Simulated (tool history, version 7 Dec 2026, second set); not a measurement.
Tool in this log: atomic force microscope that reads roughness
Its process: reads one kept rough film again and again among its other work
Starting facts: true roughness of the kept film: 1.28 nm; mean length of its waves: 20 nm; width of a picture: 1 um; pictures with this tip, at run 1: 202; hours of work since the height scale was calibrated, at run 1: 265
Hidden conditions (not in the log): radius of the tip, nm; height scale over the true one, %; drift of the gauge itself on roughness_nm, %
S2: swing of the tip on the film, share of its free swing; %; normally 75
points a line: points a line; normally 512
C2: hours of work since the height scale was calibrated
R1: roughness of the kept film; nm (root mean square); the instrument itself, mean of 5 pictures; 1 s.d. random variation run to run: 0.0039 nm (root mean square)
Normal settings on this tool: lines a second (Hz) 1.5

{"run": 1, "hour": 0.0, "lines a second (Hz)": 1.5, "S2": 75, "points a line": 512, "pictures with this tip": 202, "C2": 265, "R1": 1.061}
{"run": 2, "hour": 10.3, "lines a second (Hz)": 1.5, "S2": 82, "points a line": 512, "pictures with this tip": 212, "C2": 271, "R1": 1.03}
{"run": 3, "hour": 19.9, "lines a second (Hz)": 1.5, "S2": 82, "points a line": 512, "pictures with this tip": 222, "C2": 278, "R1": 1.026}
{"run": 4, "hour": 30.8, "lines a second (Hz)": 1.5, "S2": 82, "points a line": 512, "pictures with this tip": 232, "C2": 284, "R1": 1.026}
{"run": 5, "hour": 36.9, "lines a second (Hz)": 1.5, "S2": 75, "points a line": 512, "pictures with this tip": 238, "C2": 288, "R1": 1.052}
{"run": 6, "hour": 46.1, "lines a second (Hz)": 1.5, "S2": 75, "points a line": 512, "pictures with this tip": 248, "C2": 294, "R1": 1.05}
{"run": 7, "hour": 51.7, "lines a second (Hz)": 1.5, "S2": 75, "points a line": 512, "pictures with this tip": 253, "C2": 298, "R1": 1.046}
{"run": 8, "hour": 58.1, "lines a second (Hz)": 1.5, "S2": 75, "points a line": 512, "pictures with this tip": 259, "C2": 302, "R1": 1.053}
{"run": 9, "hour": 64.1, "lines a second (Hz)": 1.5, "S2": 75, "points a line": 512, "pictures with this tip": 265, "C2": 306, "R1": 1.046}
{"run": 10, "hour": 70.2, "lines a second (Hz)": 1.5, "S2": 75, "points a line": 512, "pictures with this tip": 271, "C2": 309, "R1": 1.047}
{"run": 11, "hour": 77.7, "lines a second (Hz)": 1.5, "S2": 75, "points a line": 512, "pictures with this tip": 279, "C2": 314, "R1": 1.04}
{"hour": 84.2, "done": "new tip fitted"}
{"run": 12, "hour": 86.0, "lines a second (Hz)": 3.9, "S2": 58, "points a line": 433, "pictures with this tip": 2, "C2": 319, "R1": 1.118}
{"run": 13, "hour": 95.2, "lines a second (Hz)": 0.92, "S2": 65, "points a line": 314, "pictures with this tip": 11, "C2": 325, "R1": 1.152}
{"hour": 96.7, "done": "height scale calibrated on a step standard"}
{"run": 14, "hour": 105.2, "lines a second (Hz)": 1.5, "S2": 62, "points a line": 347, "pictures with this tip": 20, "C2": 5, "R1": 1.145}
{"run": 15, "hour": 113.9, "lines a second (Hz)": 1.63, "S2": 62, "points a line": 426, "pictures with this tip": 28, "C2": 11, "R1": 1.144}
{"run": 16, "hour": 119.1, "lines a second (Hz)": 1.63, "S2": 62, "points a line": 426, "pictures with this tip": 33, "C2": 14, "R1": 1.15}
{"run": 17, "hour": 129.7, "lines a second (Hz)": 1.63, "S2": 62, "points a line": 426, "pictures with this tip": 44, "C2": 21, "R1": 1.14}
{"run": 18, "hour": 137.6, "lines a second (Hz)": 1.63, "S2": 62, "points a line": 426, "pictures with this tip": 52, "C2": 26, "R1": 1.137}
{"run": 19, "hour": 147.8, "lines a second (Hz)": 1.63, "S2": 62, "points a line": 426, "pictures with this tip": 62, "C2": 32, "R1": 1.131}

Run 20 comes next. What will it give?
{"run": 20, "hour": 154.6, "lines a second (Hz)": 1.63, "S2": 62, "points a line": 426, "pictures with this tip": 68, "C2": 37, "R1": "?"}

{"run 20": {"R1": 1.137}}
With no hidden state in the tool, this same run would have given R1 1.144 nm (root mean square).
